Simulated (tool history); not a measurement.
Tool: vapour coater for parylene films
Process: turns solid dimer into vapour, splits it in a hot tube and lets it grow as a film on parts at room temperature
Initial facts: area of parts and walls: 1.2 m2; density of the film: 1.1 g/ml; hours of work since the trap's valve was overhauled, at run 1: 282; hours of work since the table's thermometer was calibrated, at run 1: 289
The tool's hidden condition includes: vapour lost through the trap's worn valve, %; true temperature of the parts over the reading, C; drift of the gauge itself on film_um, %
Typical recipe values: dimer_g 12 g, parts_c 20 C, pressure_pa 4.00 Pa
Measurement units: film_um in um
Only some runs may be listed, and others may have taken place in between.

run     day  dimer_g  parts_c  pressure_pa  hours of work since the trap's valve was overhauled  hours of work since the table's thermometer was calibrated  film_um
  1   0.000       12       20         4.00                                                  282                                                         289     5.83
  2   0.888       12       20         4.00                                                  293                                                         300     5.89
  3   1.771       12       20        10.71                                                  304                                                         311     5.01
  4   3.062       12       22        10.71                                                  320                                                         327     4.68
  5   4.438       12       20         7.91                                                  337                                                         344     5.13
  6   5.438       12       24         7.91                                                  350                                                         356     4.63
  7   6.742       12       24         7.91                                                  366                                                         373     4.62
  8   8.083       12       24         7.91                                                  383                                                         389     4.63
  9   9.388       12       24         7.91                                                  399                                                         406     4.57
      9.858  -- trap's valve overhauled
 10  10.896       12       14         4.00                                                   13                                                         422     7.31
 11  12.112       12       14         6.77                                                   28                                                         437     6.53
 12  13.192       12       19         6.77                                                   41                                                         451     5.77
 13  14.129       12       20         4.00                                                   53                                                         462     6.07
 14  15.000       12       20         4.00                                                   64                                                         473     5.99
 15  15.858       17       20         4.00                                                   75                                                         484     8.45
 16  16.842       17       20         4.00                                                   87                                                         496     8.43
 17  17.788       17       20         4.00                                                   99                                                         508     8.53
 18  19.171       14       20         4.00                                                  116                                                         525     6.87
 19  20.217       22       15         2.55                                                  129                                                         538    13.40
 20  21.467       11       22         2.55                                                  145                                                         554     5.48
 21  22.833       10       20         2.22                                                  162                                                         571     5.40

Predict the results of run 22:
 22  24.208       10       20         2.22                                                  179                                                         588        ?

Run 22 measured film_um 5.36 um.
The same run, on a tool lacking any hidden state, would have yielded film_um 5.71 um.

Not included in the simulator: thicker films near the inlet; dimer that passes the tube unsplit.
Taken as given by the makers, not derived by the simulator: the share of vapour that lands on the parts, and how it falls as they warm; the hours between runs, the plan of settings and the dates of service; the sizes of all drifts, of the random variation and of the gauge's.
